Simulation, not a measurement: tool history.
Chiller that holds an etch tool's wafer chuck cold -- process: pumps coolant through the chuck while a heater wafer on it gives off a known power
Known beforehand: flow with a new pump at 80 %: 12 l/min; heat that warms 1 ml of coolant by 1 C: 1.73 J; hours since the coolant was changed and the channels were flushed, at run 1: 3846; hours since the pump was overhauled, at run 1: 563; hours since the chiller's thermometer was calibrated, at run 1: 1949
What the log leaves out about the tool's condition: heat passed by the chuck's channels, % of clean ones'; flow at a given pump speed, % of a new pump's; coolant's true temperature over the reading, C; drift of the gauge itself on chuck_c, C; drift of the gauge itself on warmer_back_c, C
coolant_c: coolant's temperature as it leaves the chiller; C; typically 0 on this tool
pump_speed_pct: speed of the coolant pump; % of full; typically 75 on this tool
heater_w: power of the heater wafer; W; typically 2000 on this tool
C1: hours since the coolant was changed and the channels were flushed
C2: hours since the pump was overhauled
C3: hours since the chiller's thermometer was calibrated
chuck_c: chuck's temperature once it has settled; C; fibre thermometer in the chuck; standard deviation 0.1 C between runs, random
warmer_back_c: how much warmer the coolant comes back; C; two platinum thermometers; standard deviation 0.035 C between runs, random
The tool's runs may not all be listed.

run 1 hour=0 | coolant_c=0 pump_speed_pct=75 heater_w=2000 | C1=3846 C2=563 C3=1949 | chuck_c=20.9 warmer_back_c=6.31
run 2 hour=30.5 | coolant_c=0 pump_speed_pct=75 heater_w=1872 | C1=3877 C2=594 C3=1979 | chuck_c=19.7 warmer_back_c=5.89
run 3 hour=62.3 | coolant_c=0 pump_speed_pct=75 heater_w=1872 | C1=3908 C2=626 C3=2011 | chuck_c=19.8 warmer_back_c=5.86
run 4 hour=78.2 | coolant_c=6 pump_speed_pct=75 heater_w=1872 | C1=3924 C2=641 C3=2027 | chuck_c=25.8 warmer_back_c=5.88
run 5 hour=112 | coolant_c=0 pump_speed_pct=75 heater_w=2000 | C1=3958 C2=675 C3=2061 | chuck_c=21.2 warmer_back_c=6.32
run 6 hour=147.5 | coolant_c=0 pump_speed_pct=75 heater_w=2000 | C1=3994 C2=711 C3=2097 | chuck_c=21.1 warmer_back_c=6.31
run 7 hour=164.1 | coolant_c=0 pump_speed_pct=78 heater_w=2000 | C1=4010 C2=727 C3=2113 | chuck_c=20.5 warmer_back_c=6.01
-- hour=171.4 coolant pump overhauled
run 8 hour=204.1 | coolant_c=0 pump_speed_pct=78 heater_w=2000 | C1=4045 C2=33 C3=2148 | chuck_c=20.7 warmer_back_c=6.07
run 9 hour=238.8 | coolant_c=0 pump_speed_pct=79 heater_w=2000 | C1=4080 C2=67 C3=2183 | chuck_c=20.6 warmer_back_c=6.03
run 10 hour=254.8 | coolant_c=0 pump_speed_pct=79 heater_w=2000 | C1=4096 C2=83 C3=2199 | chuck_c=20.6 warmer_back_c=5.97
run 11 hour=274 | coolant_c=0 pump_speed_pct=88 heater_w=1610 | C1=4115 C2=103 C3=2218 | chuck_c=15.4 warmer_back_c=4.29
-- hour=302.6 coolant pump overhauled, once more
run 12 hour=308.3 | coolant_c=0 pump_speed_pct=86 heater_w=1040 | C1=4144 C2=6 C3=2247 | chuck_c=10.1 warmer_back_c=2.8
run 13 hour=335 | coolant_c=0 pump_speed_pct=86 heater_w=1040 | C1=4171 C2=32 C3=2274 | chuck_c=10 warmer_back_c=2.79
run 14 hour=370.6 | coolant_c=-7 pump_speed_pct=86 heater_w=2711 | C1=4207 C2=68 C3=2310 | chuck_c=18.9 warmer_back_c=7.2
run 15 hour=385.6 | coolant_c=-7 pump_speed_pct=86 heater_w=2711 | C1=4222 C2=83 C3=2325 | chuck_c=18.7 warmer_back_c=7.32
run 16 hour=411.5 | coolant_c=0 pump_speed_pct=89 heater_w=2000 | C1=4248 C2=109 C3=2351 | chuck_c=18.5 warmer_back_c=5.17
run 17 hour=427.1 | coolant_c=0 pump_speed_pct=89 heater_w=2000 | C1=4263 C2=124 C3=2366 | chuck_c=18.4 warmer_back_c=5.17
run 18 hour=450 | coolant_c=2 pump_speed_pct=97 heater_w=2000 | C1=4286 C2=147 C3=2389 | chuck_c=19.3 warmer_back_c=4.63
run 19 hour=465.3 | coolant_c=2 pump_speed_pct=97 heater_w=2000 | C1=4301 C2=163 C3=2404 | chuck_c=19.4 warmer_back_c=4.67

4 ways to go on from here, each from the tool as it stands after run 19. What would each give?
run A hour=481.2 | coolant_c=0 pump_speed_pct=83 heater_w=1324 | C1=4317 C2=179 C3=2420 | chuck_c=? warmer_back_c=?
run B hour=481.2 | coolant_c=0 pump_speed_pct=93 heater_w=2000 | C1=4317 C2=179 C3=2420 | chuck_c=? warmer_back_c=?
run C hour=481.2 | coolant_c=-3 pump_speed_pct=67 heater_w=2389 | C1=4317 C2=179 C3=2420 | chuck_c=? warmer_back_c=?
run D hour=481.2 | coolant_c=9 pump_speed_pct=63 heater_w=1286 | C1=4317 C2=179 C3=2420 | chuck_c=? warmer_back_c=?

run=A chuck_c=13.1 warmer_back_c=3.7
run=B chuck_c=18.1 warmer_back_c=4.91
run=C chuck_c=24.5 warmer_back_c=8.52
run=D chuck_c=24.6 warmer_back_c=4.79
Take away the tool's hidden state, keep each run's random variation, and the runs would have read:
run=A chuck_c=11.7 warmer_back_c=3.67
run=B chuck_c=16.3 warmer_back_c=4.88
run=C chuck_c=22.1 warmer_back_c=8.47
run=D chuck_c=23.1 warmer_back_c=4.76
